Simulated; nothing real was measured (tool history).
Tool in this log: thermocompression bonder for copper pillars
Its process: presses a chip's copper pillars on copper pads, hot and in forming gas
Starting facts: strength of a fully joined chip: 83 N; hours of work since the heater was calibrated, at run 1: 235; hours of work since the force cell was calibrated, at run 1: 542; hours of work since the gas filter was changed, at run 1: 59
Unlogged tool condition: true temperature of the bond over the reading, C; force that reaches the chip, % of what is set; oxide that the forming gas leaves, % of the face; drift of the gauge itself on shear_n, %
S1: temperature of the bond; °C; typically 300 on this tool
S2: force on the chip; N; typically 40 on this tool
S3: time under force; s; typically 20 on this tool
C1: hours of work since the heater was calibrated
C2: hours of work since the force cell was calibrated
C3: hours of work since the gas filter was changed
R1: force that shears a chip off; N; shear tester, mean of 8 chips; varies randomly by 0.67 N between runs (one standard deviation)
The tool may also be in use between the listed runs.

run   hour   S1  S2  S3   C1   C2   C3    R1
  1    0.0  300  40  20  235  542   59  48.8
  2   10.7  300  40  20  243  551   68  48.4
  3   22.3  300  40  20  252  560   77  47.7
  4   35.4  300  40  47  262  570   87  60.5
  5   49.2  300  40  47  273  581   98  60.6
  6   64.5  300  40  47  285  593  110  59.5
  7   75.8  291  40  20  294  602  119  43.5
  8   85.0  290  40  20  302  609  127  40.5
  9   96.0  290  40  20  310  618  135  41.6
 10  107.9  290  29  20  320  627  145  34.7
 11  118.1  285  27  44  328  635  153  41.6
 12  128.1  321  29  32  336  643  160  57.3
 13  139.0  310  40  20  344  652  169  52.6

Forecast each of these 4 alternatives for the next run:
  A  149.6  300  42  22  352  660  177   ?
  B  149.6  306  40  58  352  660  177   ?
  C  149.6  285  40  20  352  660  177   ?
  D  149.6  273  52  21  352  660  177   ?

run    R1
  A  48.6
  B  64.6
  C  38.4
  D  38.5
The same runs, with their run-to-run variation unchanged, on a tool lacking any hidden condition would have given:
run    R1
  A  51.2
  B  68.7
  C  40.2
  D  40.2
